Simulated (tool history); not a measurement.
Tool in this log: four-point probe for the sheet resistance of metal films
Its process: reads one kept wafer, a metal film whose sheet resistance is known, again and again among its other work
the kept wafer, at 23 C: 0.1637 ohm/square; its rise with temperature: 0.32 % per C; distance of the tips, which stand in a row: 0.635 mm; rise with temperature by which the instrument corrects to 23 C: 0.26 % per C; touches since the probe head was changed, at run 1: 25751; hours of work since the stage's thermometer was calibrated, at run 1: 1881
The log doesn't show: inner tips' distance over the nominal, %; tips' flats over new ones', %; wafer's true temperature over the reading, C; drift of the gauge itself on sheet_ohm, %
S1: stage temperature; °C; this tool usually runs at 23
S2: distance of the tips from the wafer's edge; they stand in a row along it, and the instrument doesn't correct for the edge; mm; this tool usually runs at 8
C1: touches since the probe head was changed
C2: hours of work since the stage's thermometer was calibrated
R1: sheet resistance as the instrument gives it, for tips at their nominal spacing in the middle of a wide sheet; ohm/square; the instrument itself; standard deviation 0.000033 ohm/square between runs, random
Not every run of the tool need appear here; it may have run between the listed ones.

{"run": 1, "hour": 0.0, "S1": 23, "S2": 8, "C1": 25751, "C2": 1881, "R1": 0.163602}
{"run": 2, "hour": 20.9, "S1": 23, "S2": 8, "C1": 26444, "C2": 1892, "R1": 0.163662}
{"run": 3, "hour": 49.8, "S1": 23, "S2": 8, "C1": 27406, "C2": 1908, "R1": 0.163634}
{"run": 4, "hour": 65.9, "S1": 23, "S2": 8, "C1": 27941, "C2": 1917, "R1": 0.163624}
{"run": 5, "hour": 91.8, "S1": 23, "S2": 8, "C1": 28800, "C2": 1931, "R1": 0.163613}
{"run": 6, "hour": 115.4, "S1": 21, "S2": 8, "C1": 29584, "C2": 1944, "R1": 0.16339}
{"run": 7, "hour": 128.0, "S1": 21, "S2": 8, "C1": 30003, "C2": 1950, "R1": 0.163379}
{"run": 8, "hour": 150.3, "S1": 21, "S2": 8, "C1": 30743, "C2": 1963, "R1": 0.163362}
{"run": 9, "hour": 170.6, "S1": 21, "S2": 8, "C1": 31416, "C2": 1973, "R1": 0.163371}
{"run": 10, "hour": 191.2, "S1": 21, "S2": 8, "C1": 32099, "C2": 1985, "R1": 0.163399}
{"run": 11, "hour": 211.7, "S1": 21, "S2": 8, "C1": 32782, "C2": 1996, "R1": 0.163383}
{"run": 12, "hour": 238.1, "S1": 21, "S2": 8, "C1": 33656, "C2": 2010, "R1": 0.163383}
{"run": 13, "hour": 265.1, "S1": 21, "S2": 8, "C1": 34554, "C2": 2025, "R1": 0.163349}
{"run": 14, "hour": 279.2, "S1": 21, "S2": 8, "C1": 35022, "C2": 2032, "R1": 0.163377}
{"run": 15, "hour": 308.9, "S1": 23, "S2": 8, "C1": 36011, "C2": 2048, "R1": 0.163579}
{"run": 16, "hour": 328.2, "S1": 30, "S2": 8, "C1": 36650, "C2": 2059, "R1": 0.164293}
{"run": 17, "hour": 351.4, "S1": 30, "S2": 8, "C1": 37422, "C2": 2071, "R1": 0.16425}
{"run": 18, "hour": 367.8, "S1": 30, "S2": 8, "C1": 37966, "C2": 2080, "R1": 0.164272}
{"hour": 373.9, "done": "stage's thermometer calibrated"}
{"run": 19, "hour": 390.0, "S1": 30, "S2": 8, "C1": 38685, "C2": 9, "R1": 0.164735}
{"run": 20, "hour": 415.3, "S1": 23, "S2": 8, "C1": 39525, "C2": 22, "R1": 0.163969}
{"run": 21, "hour": 437.6, "S1": 23, "S2": 8, "C1": 40265, "C2": 34, "R1": 0.163938}
{"run": 22, "hour": 464.1, "S1": 23, "S2": 8, "C1": 41148, "C2": 49, "R1": 0.163953}
{"run": 23, "hour": 479.5, "S1": 33, "S2": 15, "C1": 41658, "C2": 57, "R1": 0.164601}
{"run": 24, "hour": 509.0, "S1": 29, "S2": 22, "C1": 42638, "C2": 73, "R1": 0.164102}
{"run": 25, "hour": 535.5, "S1": 29, "S2": 22, "C1": 43516, "C2": 87, "R1": 0.164078}
{"run": 26, "hour": 551.9, "S1": 29, "S2": 22, "C1": 44062, "C2": 96, "R1": 0.164082}
{"run": 27, "hour": 573.9, "S1": 23, "S2": 14, "C1": 44791, "C2": 108, "R1": 0.163589}
{"run": 28, "hour": 589.5, "S1": 23, "S2": 43, "C1": 45310, "C2": 117, "R1": 0.163357}
{"run": 29, "hour": 609.6, "S1": 30, "S2": 12, "C1": 45977, "C2": 127, "R1": 0.164351}
{"run": 30, "hour": 628.4, "S1": 30, "S2": 12, "C1": 46603, "C2": 138, "R1": 0.164341}
{"run": 31, "hour": 652.2, "S1": 25, "S2": 8, "C1": 47391, "C2": 150, "R1": 0.164134}
{"run": 32, "hour": 676.3, "S1": 31, "S2": 15, "C1": 48193, "C2": 164, "R1": 0.164351}
{"run": 33, "hour": 692.6, "S1": 23, "S2": 9, "C1": 48733, "C2": 172, "R1": 0.163802}
{"run": 34, "hour": 705.9, "S1": 35, "S2": 13, "C1": 49176, "C2": 180, "R1": 0.164758}
{"run": 35, "hour": 725.5, "S1": 35, "S2": 13, "C1": 49826, "C2": 190, "R1": 0.164767}
{"run": 36, "hour": 751.8, "S1": 35, "S2": 20, "C1": 50701, "C2": 204, "R1": 0.164696}
{"run": 37, "hour": 765.8, "S1": 22, "S2": 56, "C1": 51166, "C2": 212, "R1": 0.163238}
{"run": 38, "hour": 792.1, "S1": 27, "S2": 11, "C1": 52039, "C2": 226, "R1": 0.163955}
{"run": 39, "hour": 818.4, "S1": 27, "S2": 11, "C1": 52911, "C2": 240, "R1": 0.163996}
{"run": 40, "hour": 835.4, "S1": 19, "S2": 40, "C1": 53476, "C2": 250, "R1": 0.162894}
{"run": 41, "hour": 851.4, "S1": 19, "S2": 7, "C1": 54008, "C2": 258, "R1": 0.163648}
{"run": 42, "hour": 876.9, "S1": 32, "S2": 7, "C1": 54854, "C2": 272, "R1": 0.164984}
{"run": 43, "hour": 897.9, "S1": 32, "S2": 7, "C1": 55551, "C2": 283, "R1": 0.164987}

Below are 4 alternative next runs, each starting from the tool's condition after run 43. Predict each:
{"run": "A", "hour": 927.4, "S1": 25, "S2": 14, "C1": 56530, "C2": 299, "R1": "?"}
{"run": "B", "hour": 927.4, "S1": 31, "S2": 3, "C1": 56530, "C2": 299, "R1": "?"}
{"run": "C", "hour": 927.4, "S1": 32, "S2": 41, "C1": 56530, "C2": 299, "R1": "?"}
{"run": "D", "hour": 927.4, "S1": 25, "S2": 8, "C1": 56530, "C2": 299, "R1": "?"}

run=A R1=0.163644
run=B R1=0.168020
run=C R1=0.164249
run=D R1=0.164064
With the hidden condition removed and each run's random variation left untouched, the same runs would have given:
run=A R1=0.164053
run=B R1=0.168438
run=C R1=0.164658
run=D R1=0.164474
